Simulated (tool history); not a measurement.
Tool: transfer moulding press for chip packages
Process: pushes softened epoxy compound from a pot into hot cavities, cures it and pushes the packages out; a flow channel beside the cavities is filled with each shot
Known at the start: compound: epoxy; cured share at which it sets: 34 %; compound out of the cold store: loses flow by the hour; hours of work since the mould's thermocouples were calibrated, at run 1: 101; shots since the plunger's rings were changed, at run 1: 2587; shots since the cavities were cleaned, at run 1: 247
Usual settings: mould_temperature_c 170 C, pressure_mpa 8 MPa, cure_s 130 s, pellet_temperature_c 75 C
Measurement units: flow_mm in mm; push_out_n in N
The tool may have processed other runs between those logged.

run,hour,mould_temperature_c,pressure_mpa,cure_s,pellet_temperature_c,hours of work since the mould's thermocouples were calibrated,shots since the plunger's rings were changed,shots since the cavities were cleaned,incoming compound's hours out of the cold store,flow_mm,push_out_n
1,0,170,8,130,75,101,2587,247,34.7,622,643
2,11.2,170,8,130,75,106,2662,322,27.2,640,657
3,22.9,170,8,130,75,112,2740,400,19.9,650,731
4,30.7,170,8,130,75,115,2792,452,22.4,646,758
5,39.9,170,8,130,75,119,2854,514,39.1,615,738
6,49.1,170,8,130,75,124,2915,575,33.2,626,785
7,58.3,170,8,130,75,128,2977,637,24.4,640,805
8,64.5,170,8,130,75,131,3018,678,37,622,819
9,73,170,8,130,75,135,3075,735,17.1,651,845
10,83.2,170,8,130,75,139,3143,803,44.8,610,822
11,89.3,170,8,130,75,142,3184,844,39.7,614,856
12,97.6,170,8,130,75,146,3240,900,36.1,619,871
13,105.1,170,8,130,75,149,3289,949,27.6,634,913
14,115.1,170,8,137,75,154,3356,1016,15.4,652,809
15,120.8,170,8,137,75,156,3395,1055,36.4,610,848
16,129.7,170,8,137,75,161,3454,1114,25.7,637,833
17,136.1,176,8,129,75,163,3497,1157,44.6,591,719
# hour 139.3: cavities cleaned with cleaning compound and waxed
18,150.7,170,8,130,83,170,3585,76,30.2,625,530
19,160.1,170,8.38,130,77,174,3648,139,17.2,666,607
20,166.9,174,8,154,66,177,3693,184,43.5,593,442
21,180.4,173,8,154,66,183,3784,275,22.7,629,497
22,193.7,173,8,154,66,189,3872,363,47.2,589,521
23,205.9,171,7.03,142,77,195,3954,445,47.7,557,649
24,212.3,171,7.03,142,77,198,3997,488,32,581,620
25,219.6,171,7.03,142,77,201,4046,537,13.8,608,634
26,230.6,177,8.78,145,68,206,4119,610,23.6,645,573
27,241.7,167,8.78,162,68,211,4193,684,38.1,647,680
28,251.8,170,9.77,130,68,216,4261,752,21.8,704,876
29,261.9,170,6.17,130,75,220,4329,820,25.7,554,854

Forecast each of these 3 alternatives for the next run:
A,275.3,175,6.17,164,81,227,4419,910,11.4,?,?
B,275.3,170,7.42,130,75,227,4419,910,37.7,?,?
C,275.3,174,9.29,130,75,227,4419,910,43.2,?,?

run,flow_mm,push_out_n
A,561,623
B,597,830
C,641,701
Without the tool's unlogged condition, the same runs would have read:
run,flow_mm,push_out_n
A,583,344
B,620,450
C,665,380
